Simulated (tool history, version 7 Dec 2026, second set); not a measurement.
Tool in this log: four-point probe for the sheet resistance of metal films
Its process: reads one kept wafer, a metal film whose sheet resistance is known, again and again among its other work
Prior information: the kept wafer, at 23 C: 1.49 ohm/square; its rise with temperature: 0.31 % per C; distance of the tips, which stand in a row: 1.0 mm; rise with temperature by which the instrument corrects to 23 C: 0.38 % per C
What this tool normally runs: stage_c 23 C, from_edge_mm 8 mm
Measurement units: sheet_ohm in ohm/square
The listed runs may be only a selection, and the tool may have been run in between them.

run,hour,stage_c,from_edge_mm,sheet_ohm
1,0.0,23,8,1.502646
2,11.4,23,8,1.501834
3,20.1,23,8,1.502802
4,35.0,23,8,1.502248
5,44.5,23,8,1.502234
6,55.3,23,8,1.502525
7,69.9,23,8,1.502992
8,81.4,23,8,1.502956
9,90.7,23,8,1.502742
10,98.8,23,8,1.503047
11,105.5,23,8,1.502529
12,118.0,23,9,1.500257
13,125.4,23,9,1.499747
14,137.9,23,9,1.500317
15,144.2,24,17,1.492032
16,150.4,31,17,1.485815
17,160.7,25,40,1.489726
18,168.3,33,8,1.493876
19,178.4,33,8,1.493665
20,190.7,33,8,1.493863
21,199.2,32,36,1.482515
22,209.9,23,12,1.496613
23,225.0,23,12,1.495727
24,231.5,32,71,1.483185
25,243.5,26,41,1.488094
26,254.6,26,41,1.488286

Here are 3 independent what-if runs from the current tool condition. What would each one return?
A,261.4,25,41,?
B,261.4,23,5,?
C,261.4,26,32,?

run,sheet_ohm
A,1.489566
B,1.522367
C,1.488626
Without the tool's hidden state the same runs would have given:
run,sheet_ohm
A,1.488840
B,1.521610
C,1.487907
